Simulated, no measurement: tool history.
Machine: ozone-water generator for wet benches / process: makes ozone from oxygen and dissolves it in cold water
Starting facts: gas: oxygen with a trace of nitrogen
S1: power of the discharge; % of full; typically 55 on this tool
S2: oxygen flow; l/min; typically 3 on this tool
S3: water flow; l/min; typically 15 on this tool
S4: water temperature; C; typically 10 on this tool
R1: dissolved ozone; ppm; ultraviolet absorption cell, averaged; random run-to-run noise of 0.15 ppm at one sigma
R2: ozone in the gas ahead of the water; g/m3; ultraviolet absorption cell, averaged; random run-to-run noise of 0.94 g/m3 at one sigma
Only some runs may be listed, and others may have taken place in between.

Run 1, day 0: usual settings. Result: R1 17.4 ppm, R2 155.8 g/m3.
Run 2, day 2.171: usual settings. Result: R1 17.5 ppm, R2 155.9 g/m3.
Run 3, day 4.583: usual settings. Result: R1 17.4 ppm, R2 156.3 g/m3.
Run 4, day 6.25: usual settings. Result: R1 17.3 ppm, R2 156 g/m3.
Run 5, day 8.15: usual settings. Result: R1 17.4 ppm, R2 156.8 g/m3.
Run 6, day 10.65: usual settings. Result: R1 17 ppm, R2 156.7 g/m3.
Run 7, day 13.288: usual settings. Result: R1 17.5 ppm, R2 155.1 g/m3.
Run 8, day 14.95: usual settings but S2 2.6 l/min. Result: R1 17.4 ppm, R2 171.1 g/m3.
Run 9, day 17.492: usual settings. Result: R1 17.3 ppm, R2 155.2 g/m3.
Run 10, day 19.554: usual settings. Result: R1 17.3 ppm, R2 154.7 g/m3.
Run 11, day 21.9: usual settings. Result: R1 17.3 ppm, R2 156.4 g/m3.
Run 12, day 23.654: usual settings. Result: R1 17.4 ppm, R2 157.3 g/m3.
Run 13, day 24.962: usual settings. Result: R1 17.2 ppm, R2 154.8 g/m3.
Run 14, day 27.312: usual settings but S1 70 % of full, S4 15 C. Result: R1 18.4 ppm, R2 175.5 g/m3.
Run 15, day 29.133: usual settings but S1 68 % of full, S4 14 C. Result: R1 18.4 ppm, R2 175.4 g/m3.
Run 16, day 31.046: usual settings but S1 68 % of full, S3 12 l/min, S4 13 C. Result: R1 21.9 ppm, R2 173.7 g/m3.
Run 17, day 33.562: usual settings but S1 68 % of full, S3 12 l/min, S4 13 C. Result: R1 22.1 ppm, R2 172.8 g/m3.
Run 18, day 35.312: usual settings but S1 66 % of full, S2 3.37 l/min, S3 11 l/min, S4 17 C. Result: R1 21.7 ppm, R2 160.2 g/m3.
Run 19, day 37.358: usual settings but S2 3.69 l/min. Result: R1 17.5 ppm, R2 137.8 g/m3.
Run 20, day 39.304: usual settings but S1 75 % of full, S2 3.58 l/min, S3 17 l/min, S4 11 C. Result: R1 18.1 ppm, R2 165.7 g/m3.
Run 21, day 40.667: usual settings but S1 75 % of full, S2 3.58 l/min, S3 17 l/min, S4 11 C. Result: R1 18.2 ppm, R2 165.5 g/m3.
Run 22, day 42.904: usual settings but S1 81 % of full, S3 9 l/min, S4 13 C. Result: R1 29.5 ppm, R2 188.3 g/m3.
Run 23, day 45.517: usual settings but S1 47 % of full, S2 4.65 l/min, S3 9 l/min, S4 9 C. Result: R1 23.1 ppm, R2 109.7 g/m3.
Run 24, day 47.933: usual settings but S1 82 % of full, S2 3.39 l/min, S3 11 l/min, S4 9 C. Result: R1 27.2 ppm, R2 177 g/m3.
Run 25, day 50.496: usual settings but S1 86 % of full, S2 4 l/min. Result: R1 22 ppm, R2 163.5 g/m3.

Hidden state or all else? Some run-to-run changes of R1, split into what the settings, what came in and random variation would give without the hidden state, and what is left for the hidden state (with any gauge scatter that isn't in both results):
Unlogged tool condition in this case: yield of the discharge, % of new electrodes'; contactor's efficiency, % of a clean one's; true water temperature over the reading, C; drift of the gauge itself on ozone_ppm, %; drift of the gauge itself on gas_g_m3, %.
Run 21 -> 22: S1 75 -> 81, S2 3.58 -> 3, S3 17 -> 9, S4 11 -> 13. R1 +11.3 ppm: hidden state -0.6, all else +11.9.
Run 22 -> 23: S1 81 -> 47, S2 3 -> 4.65, S4 13 -> 9. R1 -6.4 ppm: hidden state +0.6, all else -7.

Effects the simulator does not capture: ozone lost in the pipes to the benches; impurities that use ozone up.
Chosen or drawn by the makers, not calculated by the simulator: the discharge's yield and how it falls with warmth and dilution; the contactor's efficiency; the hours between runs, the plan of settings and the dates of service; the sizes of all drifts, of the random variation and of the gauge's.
